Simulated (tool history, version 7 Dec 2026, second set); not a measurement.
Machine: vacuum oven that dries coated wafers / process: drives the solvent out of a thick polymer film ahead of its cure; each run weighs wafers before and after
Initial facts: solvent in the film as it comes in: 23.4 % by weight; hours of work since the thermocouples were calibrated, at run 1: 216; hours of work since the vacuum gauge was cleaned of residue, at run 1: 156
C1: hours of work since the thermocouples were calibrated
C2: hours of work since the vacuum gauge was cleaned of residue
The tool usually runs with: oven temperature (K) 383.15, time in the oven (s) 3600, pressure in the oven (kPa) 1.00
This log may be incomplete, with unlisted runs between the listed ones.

{"run": 1, "hour": 0.0, "oven temperature (K)": 383.15, "time in the oven (s)": 3600, "pressure in the oven (kPa)": 1.0, "C1": 216, "C2": 156, "solvent left in the film (%)": 5.41}
{"run": 2, "hour": 10.4, "oven temperature (K)": 383.15, "time in the oven (s)": 3600, "pressure in the oven (kPa)": 2.59, "C1": 221, "C2": 161, "solvent left in the film (%)": 6.91}
{"run": 3, "hour": 20.3, "oven temperature (K)": 383.15, "time in the oven (s)": 3600, "pressure in the oven (kPa)": 2.59, "C1": 225, "C2": 165, "solvent left in the film (%)": 6.9}
{"run": 4, "hour": 30.4, "oven temperature (K)": 383.15, "time in the oven (s)": 3600, "pressure in the oven (kPa)": 1.0, "C1": 230, "C2": 170, "solvent left in the film (%)": 5.47}
{"run": 5, "hour": 49.4, "oven temperature (K)": 383.15, "time in the oven (s)": 3600, "pressure in the oven (kPa)": 1.0, "C1": 239, "C2": 179, "solvent left in the film (%)": 5.48}
{"run": 6, "hour": 68.9, "oven temperature (K)": 383.15, "time in the oven (s)": 3600, "pressure in the oven (kPa)": 1.0, "C1": 247, "C2": 187, "solvent left in the film (%)": 5.47}
{"run": 7, "hour": 76.9, "oven temperature (K)": 388.15, "time in the oven (s)": 5640, "pressure in the oven (kPa)": 3.5, "C1": 251, "C2": 191, "solvent left in the film (%)": 4.27}
{"run": 8, "hour": 89.5, "oven temperature (K)": 374.15, "time in the oven (s)": 5220, "pressure in the oven (kPa)": 0.75, "C1": 257, "C2": 197, "solvent left in the film (%)": 6.65}
{"hour": 93.2, "done": "oven's thermocouples calibrated"}
{"run": 9, "hour": 100.4, "oven temperature (K)": 374.15, "time in the oven (s)": 5220, "pressure in the oven (kPa)": 0.75, "C1": 3, "C2": 201, "solvent left in the film (%)": 6.67}
{"run": 10, "hour": 113.1, "oven temperature (K)": 377.15, "time in the oven (s)": 4500, "pressure in the oven (kPa)": 0.56, "C1": 9, "C2": 207, "solvent left in the film (%)": 5.99}
{"run": 11, "hour": 127.3, "oven temperature (K)": 371.15, "time in the oven (s)": 3300, "pressure in the oven (kPa)": 1.41, "C1": 15, "C2": 213, "solvent left in the film (%)": 11.51}

The next listed run, before its measurement:
{"run": 12, "hour": 135.5, "oven temperature (K)": 371.15, "time in the oven (s)": 3300, "pressure in the oven (kPa)": 1.41, "C1": 19, "C2": 217, "solvent left in the film (%)": "?"}

solvent left in the film (%): 11.41
On a tool with no hidden condition, and with the same random variation, this run would have come out at solvent left in the film (%) 11.58.
